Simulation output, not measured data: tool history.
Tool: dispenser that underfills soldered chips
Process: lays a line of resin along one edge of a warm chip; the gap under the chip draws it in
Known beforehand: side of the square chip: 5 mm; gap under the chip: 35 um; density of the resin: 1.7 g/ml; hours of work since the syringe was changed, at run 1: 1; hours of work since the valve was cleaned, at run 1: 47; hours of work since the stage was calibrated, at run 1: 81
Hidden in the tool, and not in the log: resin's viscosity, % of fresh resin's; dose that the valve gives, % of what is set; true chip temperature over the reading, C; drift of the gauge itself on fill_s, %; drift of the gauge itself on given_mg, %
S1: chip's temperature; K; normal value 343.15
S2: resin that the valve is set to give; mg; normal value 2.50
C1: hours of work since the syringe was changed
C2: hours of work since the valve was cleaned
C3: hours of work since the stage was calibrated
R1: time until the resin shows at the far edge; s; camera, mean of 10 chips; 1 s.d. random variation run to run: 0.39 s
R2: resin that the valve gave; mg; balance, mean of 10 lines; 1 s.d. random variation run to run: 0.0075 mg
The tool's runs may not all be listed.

run,hour,S1,S2,C1,C2,C3,R1,R2
1,0.0,343.15,2.50,1,47,81,27.1,2.470
2,1.9,343.15,2.50,2,48,83,30.4,2.454
3,5.7,343.15,2.50,5,51,86,39.1,2.469
# hour 6.4: new syringe of resin
4,8.5,343.15,2.50,2,53,88,29.2,2.463
5,12.0,343.15,2.50,4,56,90,36.9,2.450
# hour 14.1: new syringe of resin
6,14.2,343.15,2.61,0,57,92,25.0,2.562
7,17.5,343.15,2.50,3,60,94,31.6,2.458
8,19.7,343.15,2.50,4,62,96,37.4,2.447
# hour 21.5: new syringe of resin
9,24.0,343.15,2.50,2,65,99,30.1,2.455
10,27.0,343.15,2.50,4,67,101,36.9,2.444
# hour 29.1: new syringe of resin
11,29.3,343.15,2.50,0,68,103,25.0,2.449
12,33.2,343.15,2.50,3,71,106,33.2,2.439
# hour 36.8: new syringe of resin
13,37.2,343.15,2.50,0,74,109,25.9,2.444
14,40.5,343.15,2.97,3,77,111,31.7,2.905
15,43.2,343.15,2.97,5,79,113,38.1,2.876
# hour 44.3: new syringe of resin
16,48.0,343.15,2.97,3,82,117,31.8,2.897
17,50.1,343.15,2.80,4,84,118,37.4,2.732
# hour 52.0: new syringe of resin
18,54.2,343.15,2.11,2,87,121,30.0,2.035
19,56.9,335.15,2.22,4,89,123,47.7,2.163
# hour 59.5: new syringe of resin
20,60.4,335.15,2.22,1,91,126,37.4,2.161
21,62.6,352.15,2.91,2,93,127,22.1,2.815
# hour 66.1: dispensing valve cleaned and set on the balance
22,66.1,340.15,2.82,4,0,129,41.0,2.837
# hour 68.0: new syringe of resin
23,69.3,333.15,2.14,1,2,131,41.0,2.150
24,72.8,333.15,2.14,4,5,134,52.9,2.140
# hour 75.7: new syringe of resin
25,76.9,333.15,2.14,1,8,137,42.0,2.138
26,81.1,333.15,2.14,4,11,140,54.9,2.151
# hour 83.4: new syringe of resin
27,83.4,332.15,2.83,0,12,142,38.6,2.829
28,86.5,332.15,2.83,2,15,144,48.7,2.837
# hour 90.9: new syringe of resin
29,91.1,345.15,2.99,0,18,147,23.2,2.978
30,93.7,345.15,2.99,2,20,149,28.0,2.976
31,96.9,334.15,2.22,5,23,152,54.1,2.213
# hour 98.6: new syringe of resin
32,100.7,334.15,2.22,2,25,154,41.8,2.206
33,104.4,334.15,2.22,4,28,157,53.7,2.200
# hour 106.4: new syringe of resin
34,108.8,340.15,2.22,2,31,160,34.9,2.216
35,112.2,337.15,3.05,4,34,163,47.4,3.039

Each run again, without the hidden state but with its own random variation kept:
run,R1,R2
1,24.8,2.508
2,24.4,2.492
3,24.7,2.509
4,25.0,2.505
5,25.1,2.494
6,24.3,2.609
7,24.5,2.506
8,25.3,2.496
9,24.6,2.506
10,24.5,2.497
11,24.5,2.502
12,25.2,2.495
13,24.9,2.502
14,24.6,2.977
15,24.9,2.949
16,24.7,2.974
17,25.6,2.805
18,25.7,2.093
19,34.1,2.225
20,35.0,2.225
21,18.0,2.900
22,28.5,2.828
23,36.9,2.144
24,38.0,2.136
25,38.4,2.136
26,38.0,2.152
27,37.4,2.831
28,38.7,2.840
29,22.3,2.985
30,23.0,2.984
31,35.6,2.221
32,35.2,2.216
33,35.5,2.212
34,28.7,2.230
35,31.4,3.061
